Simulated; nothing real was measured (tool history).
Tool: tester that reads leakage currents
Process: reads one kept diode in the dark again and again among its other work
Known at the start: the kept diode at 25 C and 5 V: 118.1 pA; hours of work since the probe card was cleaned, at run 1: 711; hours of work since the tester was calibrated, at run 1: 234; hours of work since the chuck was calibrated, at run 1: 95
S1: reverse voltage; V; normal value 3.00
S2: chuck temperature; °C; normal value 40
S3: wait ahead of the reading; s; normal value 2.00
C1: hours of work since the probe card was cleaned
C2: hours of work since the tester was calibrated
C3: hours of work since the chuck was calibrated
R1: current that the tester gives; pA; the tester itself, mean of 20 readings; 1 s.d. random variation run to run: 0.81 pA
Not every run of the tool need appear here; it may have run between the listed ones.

run 1 hour=0.0 | S1=3.00 S2=40 S3=2.00 | C1=711 C2=234 C3=95 | R1=269.74
run 2 hour=103.2 | S1=3.00 S2=51 S3=2.00 | C1=768 C2=290 C3=151 | R1=540.26
run 3 hour=270.1 | S1=3.00 S2=51 S3=2.00 | C1=858 C2=381 C3=241 | R1=536.11
run 4 hour=443.2 | S1=3.00 S2=51 S3=2.00 | C1=952 C2=475 C3=335 | R1=535.44
run 5 hour=628.9 | S1=3.00 S2=51 S3=2.00 | C1=1053 C2=576 C3=436 | R1=539.42
run 6 hour=719.2 | S1=4.14 S2=40 S3=2.00 | C1=1102 C2=625 C3=486 | R1=305.07
run 7 hour=819.1 | S1=4.14 S2=40 S3=2.00 | C1=1157 C2=679 C3=540 | R1=306.22
run 8 hour=996.7 | S1=4.14 S2=40 S3=7.86 | C1=1253 C2=776 C3=636 | R1=306.53
-- hour=1109.4 chuck's temperature calibrated
run 9 hour=1182.9 | S1=3.00 S2=40 S3=2.00 | C1=1354 C2=876 C3=40 | R1=267.97
run 10 hour=1341.6 | S1=10.71 S2=40 S3=2.00 | C1=1440 C2=962 C3=126 | R1=451.44
run 11 hour=1430.3 | S1=10.71 S2=40 S3=2.00 | C1=1488 C2=1010 C3=174 | R1=450.47
run 12 hour=1546.3 | S1=3.00 S2=40 S3=2.00 | C1=1551 C2=1073 C3=238 | R1=269.49
run 13 hour=1669.8 | S1=3.00 S2=40 S3=2.00 | C1=1618 C2=1141 C3=305 | R1=269.65
run 14 hour=1826.4 | S1=3.00 S2=40 S3=2.00 | C1=1703 C2=1226 C3=390 | R1=268.06
run 15 hour=1927.7 | S1=3.00 S2=56 S3=2.00 | C1=1758 C2=1281 C3=445 | R1=727.86
run 16 hour=2080.3 | S1=9.88 S2=40 S3=2.00 | C1=1841 C2=1364 C3=528 | R1=436.79
run 17 hour=2232.2 | S1=9.88 S2=40 S3=2.00 | C1=1924 C2=1446 C3=610 | R1=438.60
-- hour=2306.0 probe card cleaned and baked
run 18 hour=2313.0 | S1=9.88 S2=40 S3=2.00 | C1=4 C2=1489 C3=653 | R1=437.66
-- hour=2392.8 chuck's temperature calibrated
run 19 hour=2395.6 | S1=9.88 S2=40 S3=0.76 | C1=48 C2=1532 C3=2 | R1=438.74
run 20 hour=2573.1 | S1=9.88 S2=43 S3=1.92 | C1=144 C2=1629 C3=98 | R1=530.41
run 21 hour=2755.9 | S1=2.20 S2=43 S3=1.92 | C1=244 C2=1728 C3=197 | R1=284.60
run 22 hour=2939.6 | S1=2.20 S2=43 S3=1.92 | C1=343 C2=1828 C3=297 | R1=287.52
run 23 hour=3072.1 | S1=18.94 S2=43 S3=0.37 | C1=415 C2=1900 C3=369 | R1=693.35
run 24 hour=3166.3 | S1=2.31 S2=40 S3=2.00 | C1=467 C2=1951 C3=421 | R1=240.67
run 25 hour=3286.7 | S1=2.31 S2=40 S3=2.00 | C1=532 C2=2017 C3=486 | R1=241.80
run 26 hour=3427.3 | S1=4.12 S2=40 S3=2.00 | C1=609 C2=2093 C3=562 | R1=305.49
run 27 hour=3585.8 | S1=4.12 S2=40 S3=2.00 | C1=695 C2=2180 C3=649 | R1=305.72
-- hour=3674.8 chuck's temperature calibrated
run 28 hour=3698.6 | S1=4.12 S2=40 S3=2.00 | C1=755 C2=2240 C3=13 | R1=305.46
run 29 hour=3815.0 | S1=2.57 S2=26 S3=0.78 | C1=818 C2=2303 C3=76 | R1=97.26
run 30 hour=3967.3 | S1=10.39 S2=23 S3=0.61 | C1=901 C2=2386 C3=159 | R1=140.36
run 31 hour=4132.7 | S1=1.34 S2=32 S3=0.31 | C1=991 C2=2476 C3=249 | R1=114.21
run 32 hour=4268.8 | S1=2.30 S2=40 S3=0.56 | C1=1065 C2=2550 C3=323 | R1=241.88
run 33 hour=4371.7 | S1=3.39 S2=27 S3=0.48 | C1=1121 C2=2606 C3=379 | R1=117.29
run 34 hour=4546.9 | S1=6.93 S2=27 S3=0.48 | C1=1216 C2=2701 C3=474 | R1=158.72
run 35 hour=4701.5 | S1=2.80 S2=40 S3=0.65 | C1=1300 C2=2785 C3=558 | R1=262.81
run 36 hour=4886.1 | S1=2.80 S2=40 S3=1.49 | C1=1401 C2=2885 C3=659 | R1=261.43
-- hour=4957.5 chuck's temperature calibrated
run 37 hour=5044.6 | S1=5.66 S2=23 S3=2.00 | C1=1486 C2=2971 C3=47 | R1=108.20
run 38 hour=5156.2 | S1=5.66 S2=23 S3=2.00 | C1=1546 C2=3031 C3=108 | R1=108.03

Branching from run 38: 5 alternative next runs. What would each branch give?
run A hour=5311.4 | S1=1.07 S2=22 S3=3.41 | C1=1631 C2=3116 C3=192 | R1=?
run B hour=5311.4 | S1=14.87 S2=21 S3=7.90 | C1=1631 C2=3116 C3=192 | R1=?
run C hour=5311.4 | S1=3.00 S2=36 S3=2.77 | C1=1631 C2=3116 C3=192 | R1=?
run D hour=5311.4 | S1=7.44 S2=49 S3=1.42 | C1=1631 C2=3116 C3=192 | R1=?
run E hour=5311.4 | S1=18.70 S2=23 S3=0.47 | C1=1631 C2=3116 C3=192 | R1=?

run=A R1=50.72
run=B R1=137.68
run=C R1=207.11
run=D R1=689.80
run=E R1=181.39
Had the tool no hidden state, the same runs would have come out as:
run=A R1=50.70
run=B R1=137.47
run=C R1=207.06
run=D R1=689.68
run=E R1=181.13

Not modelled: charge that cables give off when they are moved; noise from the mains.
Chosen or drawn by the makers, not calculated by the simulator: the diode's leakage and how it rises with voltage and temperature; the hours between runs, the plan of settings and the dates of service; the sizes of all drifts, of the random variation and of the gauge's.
